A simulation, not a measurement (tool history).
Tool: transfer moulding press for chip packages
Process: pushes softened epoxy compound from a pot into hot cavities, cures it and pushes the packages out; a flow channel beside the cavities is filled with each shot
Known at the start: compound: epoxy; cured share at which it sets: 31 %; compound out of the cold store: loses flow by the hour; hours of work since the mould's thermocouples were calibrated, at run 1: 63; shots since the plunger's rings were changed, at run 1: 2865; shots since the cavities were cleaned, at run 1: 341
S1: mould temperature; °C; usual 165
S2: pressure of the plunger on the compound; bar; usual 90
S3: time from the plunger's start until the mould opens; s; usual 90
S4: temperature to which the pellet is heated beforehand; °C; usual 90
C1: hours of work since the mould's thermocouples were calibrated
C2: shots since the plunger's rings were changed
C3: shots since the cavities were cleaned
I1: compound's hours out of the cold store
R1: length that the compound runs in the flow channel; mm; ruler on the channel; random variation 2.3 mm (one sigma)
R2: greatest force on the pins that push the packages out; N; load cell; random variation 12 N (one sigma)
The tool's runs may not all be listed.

| run | hour | S1 | S2 | S3 | S4 | C1 | C2 | C3 | I1 | R1 | R2 |
|---|---|---|---|---|---|---|---|---|---|---|---|
| 1 | 0 | 165 | 90 | 90 | 90 | 63 | 2865 | 341 | 28.6 | 899 | 588 |
|  | 11.9 | cavities cleaned with cleaning compound and waxed |
|  | 46.1 | plunger's sealing rings changed |
|  | 53.8 | cavities cleaned with cleaning compound and waxed |
| 2 | 78.2 | 165 | 90 | 90 | 95 | 107 | 375 | 299 | 29.9 | 893 | 577 |
|  | 93.9 | cavities cleaned with cleaning compound and waxed |
|  | 137.8 | cavities cleaned with cleaning compound and waxed |
| 3 | 154.5 | 165 | 90 | 90 | 90 | 152 | 1273 | 205 | 38.9 | 852 | 571 |
|  | 180.7 | cavities cleaned with cleaning compound and waxed |
| 4 | 214.9 | 165 | 90 | 90 | 90 | 188 | 1994 | 419 | 13 | 984 | 643 |
|  | 220.7 | cavities cleaned with cleaning compound and waxed |
|  | 266 | cavities cleaned with cleaning compound and waxed |
| 5 | 271.8 | 165 | 90 | 90 | 90 | 221 | 2653 | 71 | 17.5 | 955 | 613 |
|  | 308.7 | cavities cleaned with cleaning compound and waxed |
|  | 332 | plunger's sealing rings changed |
| 6 | 343 | 165 | 90 | 90 | 90 | 262 | 135 | 389 | 14.1 | 978 | 636 |
|  | 353.9 | cavities cleaned with cleaning compound and waxed |
|  | 396 | cavities cleaned with cleaning compound and waxed |
| 7 | 424.1 | 165 | 90 | 90 | 90 | 309 | 1091 | 343 | 39.5 | 845 | 578 |
|  | 441.7 | cavities cleaned with cleaning compound and waxed |
| 8 | 460.9 | 165 | 90 | 90 | 90 | 331 | 1523 | 234 | 27 | 906 | 616 |
|  | 481.5 | cavities cleaned with cleaning compound and waxed |
|  | 523 | cavities cleaned with cleaning compound and waxed |
| 9 | 523 | 165 | 90 | 90 | 90 | 367 | 2247 | 0 | 9.3 | 1008 | 642 |
|  | 562 | cavities cleaned with cleaning compound and waxed |
| 10 | 596.5 | 165 | 90 | 90 | 90 | 411 | 3128 | 421 | 29.8 | 894 | 604 |
|  | 604.2 | cavities cleaned with cleaning compound and waxed |
|  | 617.7 | plunger's sealing rings changed |
|  | 647.5 | cavities cleaned with cleaning compound and waxed |
| 11 | 647.5 | 165 | 90 | 90 | 90 | 439 | 347 | 0 | 17.7 | 957 | 611 |
|  | 690.3 | cavities cleaned with cleaning compound and waxed |
| 12 | 703 | 165 | 103.4 | 90 | 90 | 472 | 1008 | 155 | 11.9 | 1063 | 618 |
|  | 731.2 | cavities cleaned with cleaning compound and waxed |
|  | 771 | cavities cleaned with cleaning compound and waxed |
| 13 | 778.5 | 165 | 90 | 90 | 90 | 516 | 1896 | 92 | 46.4 | 813 | 568 |
|  | 814.5 | cavities cleaned with cleaning compound and waxed |
| 14 | 831.2 | 168 | 90 | 90 | 94 | 547 | 2522 | 204 | 47.2 | 795 | 494 |
|  | 854.1 | cavities cleaned with cleaning compound and waxed |
|  | 896.1 | cavities cleaned with cleaning compound and waxed |
|  | 903.3 | plunger's sealing rings changed |
| 15 | 903.3 | 168 | 106.3 | 90 | 89 | 588 | 0 | 58 | 36.1 | 919 | 513 |
|  | 939.8 | cavities cleaned with cleaning compound and waxed |
| 16 | 948 | 168 | 106.3 | 90 | 89 | 614 | 529 | 101 | 37.7 | 914 | 499 |
|  | 985.5 | cavities cleaned with cleaning compound and waxed |
| 17 | 1011.4 | 165 | 96.1 | 78 | 94 | 652 | 1286 | 317 | 29.8 | 918 | 773 |
|  | 1027.4 | cavities cleaned with cleaning compound and waxed |
| 18 | 1062.1 | 165 | 85.8 | 78 | 88 | 682 | 1888 | 425 | 27.3 | 886 | 813 |
|  | 1068.2 | cavities cleaned with cleaning compound and waxed |
| 19 | 1098.8 | 164 | 83.6 | 90 | 90 | 703 | 2319 | 375 | 17.8 | 930 | 647 |
|  | 1107.5 | cavities cleaned with cleaning compound and waxed |
|  | 1153.6 | cavities cleaned with cleaning compound and waxed |
| 20 | 1166.4 | 164 | 83.6 | 90 | 90 | 743 | 3111 | 158 | 12 | 955 | 672 |
|  | 1194.7 | plunger's sealing rings changed |
|  | 1196.2 | cavities cleaned with cleaning compound and waxed |
| 21 | 1212.8 | 161 | 104.3 | 90 | 90 | 769 | 203 | 203 | 22.5 | 1022 | 829 |
|  | 1242.3 | cavities cleaned with cleaning compound and waxed |
| 22 | 1250.9 | 161 | 104.3 | 90 | 90 | 791 | 651 | 105 | 30.6 | 978 | 810 |
|  | 1282.9 | cavities cleaned with cleaning compound and waxed |
|  | 1322.7 | cavities cleaned with cleaning compound and waxed |
| 23 | 1324.4 | 158 | 80.8 | 83 | 89 | 834 | 1514 | 20 | 28.9 | 882 | 1240 |
| 24 | 1356.8 | 165 | 90 | 109 | 90 | 854 | 1911 | 417 | 17.9 | 957 | 489 |
|  | 1364 | cavities cleaned with cleaning compound and waxed |
| 25 | 1399.4 | 169 | 90 | 101 | 90 | 879 | 2414 | 433 | 47.1 | 792 | 475 |

Forecast each of these 4 alternatives for the next run:
|  | 1405.6 | cavities cleaned with cleaning compound and waxed |
|  | 1425.4 | mould's thermocouples calibrated |
|  | 1448 | cavities cleaned with cleaning compound and waxed |
| A | 1475.4 | 168 | 92.3 | 90 | 90 | 30 | 3284 | 336 | 46.8 | ? | ? |
|  | 1405.6 | cavities cleaned with cleaning compound and waxed |
|  | 1425.4 | mould's thermocouples calibrated |
|  | 1448 | cavities cleaned with cleaning compound and waxed |
| B | 1475.4 | 165 | 81.2 | 88 | 83 | 30 | 3284 | 336 | 10.7 | ? | ? |
|  | 1405.6 | cavities cleaned with cleaning compound and waxed |
|  | 1425.4 | mould's thermocouples calibrated |
|  | 1448 | cavities cleaned with cleaning compound and waxed |
| C | 1475.4 | 168 | 94.5 | 120 | 90 | 30 | 3284 | 336 | 24.6 | ? | ? |
|  | 1405.6 | cavities cleaned with cleaning compound and waxed |
|  | 1425.4 | mould's thermocouples calibrated |
|  | 1448 | cavities cleaned with cleaning compound and waxed |
| D | 1475.4 | 169 | 82 | 101 | 90 | 30 | 3284 | 336 | 8.3 | ? | ? |

| run | R1 | R2 |
|---|---|---|
| A | 809 | 493 |
| B | 948 | 681 |
| C | 928 | 461 |
| D | 942 | 478 |
Without the tool's hidden state the same runs would have given:
| run | R1 | R2 |
|---|---|---|
| A | 810 | 488 |
| B | 948 | 673 |
| C | 928 | 455 |
| D | 943 | 473 |

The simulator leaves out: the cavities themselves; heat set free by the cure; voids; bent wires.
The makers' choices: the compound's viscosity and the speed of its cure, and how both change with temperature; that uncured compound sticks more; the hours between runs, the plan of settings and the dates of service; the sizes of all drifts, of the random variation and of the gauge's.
